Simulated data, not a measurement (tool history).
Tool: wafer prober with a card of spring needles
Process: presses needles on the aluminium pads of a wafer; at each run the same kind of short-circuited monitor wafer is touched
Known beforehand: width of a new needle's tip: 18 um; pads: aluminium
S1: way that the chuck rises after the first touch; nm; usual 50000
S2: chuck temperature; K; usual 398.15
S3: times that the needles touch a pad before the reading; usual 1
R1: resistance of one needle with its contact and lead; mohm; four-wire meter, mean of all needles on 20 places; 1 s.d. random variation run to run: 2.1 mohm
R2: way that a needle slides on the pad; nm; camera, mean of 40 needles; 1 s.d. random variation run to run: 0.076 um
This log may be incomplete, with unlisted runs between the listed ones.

run,hour,S1,S2,S3,R1,R2
1,0.0,50000,398.15,1,261,10140
# hour 3.6: tips cleaned on abrasive film
# hour 7.2: tips cleaned on abrasive film
# hour 11.6: tips cleaned on abrasive film
# hour 15.2: tips cleaned on abrasive film
# hour 18.8: tips cleaned on abrasive film
# hour 22.4: tips cleaned on abrasive film
# hour 26.0: tips cleaned on abrasive film
2,29.3,35000,398.15,1,303,6480
# hour 30.3: tips cleaned on abrasive film
# hour 33.9: tips cleaned on abrasive film
# hour 37.5: tips cleaned on abrasive film
# hour 41.0: tips cleaned on abrasive film
# hour 44.6: tips cleaned on abrasive film
# hour 48.2: tips cleaned on abrasive film
# hour 51.8: tips cleaned on abrasive film
# hour 55.4: tips cleaned on abrasive film
# hour 59.0: tips cleaned on abrasive film
# hour 62.6: tips cleaned on abrasive film
3,63.1,35000,398.15,1,280,6430
# hour 66.7: tips cleaned on abrasive film
# hour 70.3: tips cleaned on abrasive film
# hour 73.9: tips cleaned on abrasive film
# hour 77.4: tips cleaned on abrasive film
# hour 81.0: tips cleaned on abrasive film
# hour 84.6: tips cleaned on abrasive film
# hour 89.1: tips cleaned on abrasive film
# hour 92.7: tips cleaned on abrasive film
# hour 97.1: tips cleaned on abrasive film
# hour 100.7: tips cleaned on abrasive film
# hour 104.3: tips cleaned on abrasive film
# hour 107.9: tips cleaned on abrasive film
# hour 111.5: tips cleaned on abrasive film
4,114.2,35000,398.15,1,310,6170
# hour 115.2: tips cleaned on abrasive film
# hour 118.8: tips cleaned on abrasive film
# hour 123.3: tips cleaned on abrasive film
# hour 126.8: tips cleaned on abrasive film
# hour 130.4: tips cleaned on abrasive film
# hour 134.0: tips cleaned on abrasive film
# hour 138.5: tips cleaned on abrasive film
# hour 142.1: tips cleaned on abrasive film
# hour 145.6: tips cleaned on abrasive film
# hour 149.2: tips cleaned on abrasive film
# hour 152.2: height of the first contact set anew
# hour 154.0: tips cleaned on abrasive film
# hour 157.6: tips cleaned on abrasive film
# hour 160.3: tips cleaned on abrasive film, once more
5,162.8,35000,398.15,1,292,7370
# hour 164.6: tips cleaned on abrasive film
# hour 168.2: tips cleaned on abrasive film
# hour 171.8: tips cleaned on abrasive film
# hour 176.2: tips cleaned on abrasive film
# hour 180.7: tips cleaned on abrasive film
# hour 184.3: tips cleaned on abrasive film
# hour 187.9: tips cleaned on abrasive film
# hour 192.3: tips cleaned on abrasive film
6,194.2,50000,373.15,1,257,10350
# hour 196.0: tips cleaned on abrasive film
# hour 200.5: tips cleaned on abrasive film
# hour 204.1: tips cleaned on abrasive film
# hour 207.6: tips cleaned on abrasive film
# hour 211.2: tips cleaned on abrasive film
# hour 214.8: tips cleaned on abrasive film
# hour 218.4: tips cleaned on abrasive film
# hour 222.0: tips cleaned on abrasive film
# hour 225.6: tips cleaned on abrasive film
# hour 229.2: tips cleaned on abrasive film
# hour 232.7: tips cleaned on abrasive film
# hour 236.3: tips cleaned on abrasive film
# hour 239.9: tips cleaned on abrasive film
# hour 243.5: tips cleaned on abrasive film
# hour 247.1: tips cleaned on abrasive film
7,247.7,50000,373.15,1,257,9970
# hour 251.3: tips cleaned on abrasive film
# hour 254.9: tips cleaned on abrasive film
# hour 259.3: tips cleaned on abrasive film
# hour 262.9: tips cleaned on abrasive film
# hour 266.5: tips cleaned on abrasive film
# hour 270.1: tips cleaned on abrasive film
# hour 273.7: tips cleaned on abrasive film
# hour 278.1: tips cleaned on abrasive film
# hour 281.7: tips cleaned on abrasive film
# hour 286.2: tips cleaned on abrasive film
# hour 289.8: tips cleaned on abrasive film
# hour 293.3: tips cleaned on abrasive film
# hour 296.9: tips cleaned on abrasive film
8,299.6,50000,373.15,1,276,9630
# hour 300.5: tips cleaned on abrasive film
# hour 304.1: tips cleaned on abrasive film
# hour 307.7: tips cleaned on abrasive film
# hour 311.3: tips cleaned on abrasive film
# hour 314.9: tips cleaned on abrasive film
# hour 318.5: tips cleaned on abrasive film
# hour 322.1: tips cleaned on abrasive film
# hour 325.6: tips cleaned on abrasive film
# hour 329.2: tips cleaned on abrasive film
9,330.2,50000,373.15,1,261,9380
# hour 332.9: tips cleaned on abrasive film
# hour 336.5: tips cleaned on abrasive film
# hour 341.0: tips cleaned on abrasive film
# hour 345.4: tips cleaned on abrasive film
# hour 357.4: card fitted with new needles
# hour 361.0: tips cleaned on abrasive film
# hour 365.5: tips cleaned on abrasive film
# hour 369.1: tips cleaned on abrasive film
# hour 372.6: tips cleaned on abrasive film
# hour 377.1: tips cleaned on abrasive film
# hour 380.7: tips cleaned on abrasive film
# hour 384.3: tips cleaned on abrasive film
# hour 387.9: tips cleaned on abrasive film
10,389.8,41000,341.15,3,243,8470
# hour 391.6: tips cleaned on abrasive film
# hour 395.2: tips cleaned on abrasive film
# hour 399.7: tips cleaned on abrasive film
# hour 403.2: tips cleaned on abrasive film
# hour 406.8: tips cleaned on abrasive film
# hour 410.4: tips cleaned on abrasive film
# hour 414.0: tips cleaned on abrasive film
# hour 417.6: tips cleaned on abrasive film
# hour 421.2: tips cleaned on abrasive film
# hour 424.8: tips cleaned on abrasive film
# hour 428.4: tips cleaned on abrasive film
# hour 431.9: tips cleaned on abrasive film
# hour 436.4: tips cleaned on abrasive film
# hour 440.0: tips cleaned on abrasive film
# hour 443.6: tips cleaned on abrasive film
11,444.3,54000,398.15,1,253,10970
# hour 447.9: tips cleaned on abrasive film
# hour 452.4: tips cleaned on abrasive film
# hour 455.9: tips cleaned on abrasive film
# hour 459.5: tips cleaned on abrasive film
# hour 464.0: tips cleaned on abrasive film
# hour 467.6: tips cleaned on abrasive film
# hour 471.2: tips cleaned on abrasive film
# hour 474.7: tips cleaned on abrasive film
# hour 478.3: tips cleaned on abrasive film
# hour 481.9: tips cleaned on abrasive film
# hour 485.5: tips cleaned on abrasive film
12,487.9,39000,366.15,1,270,7580

Run 13 has not been measured yet. What should we expect?
# hour 489.7: tips cleaned on abrasive film
# hour 493.3: tips cleaned on abrasive film
# hour 497.8: tips cleaned on abrasive film
# hour 501.3: tips cleaned on abrasive film
# hour 504.9: tips cleaned on abrasive film
# hour 508.5: tips cleaned on abrasive film
# hour 513.0: tips cleaned on abrasive film
# hour 516.6: tips cleaned on abrasive film
# hour 521.0: tips cleaned on abrasive film
# hour 525.5: tips cleaned on abrasive film
# hour 529.1: tips cleaned on abrasive film
# hour 532.7: tips cleaned on abrasive film
# hour 536.2: tips cleaned on abrasive film
13,538.9,34000,317.15,1,?,?

Logged for run 13: R1 272 mohm, R2 6220 nm.
Without the tool's hidden state the same run would have given R1 234 mohm, R2 7260 nm.
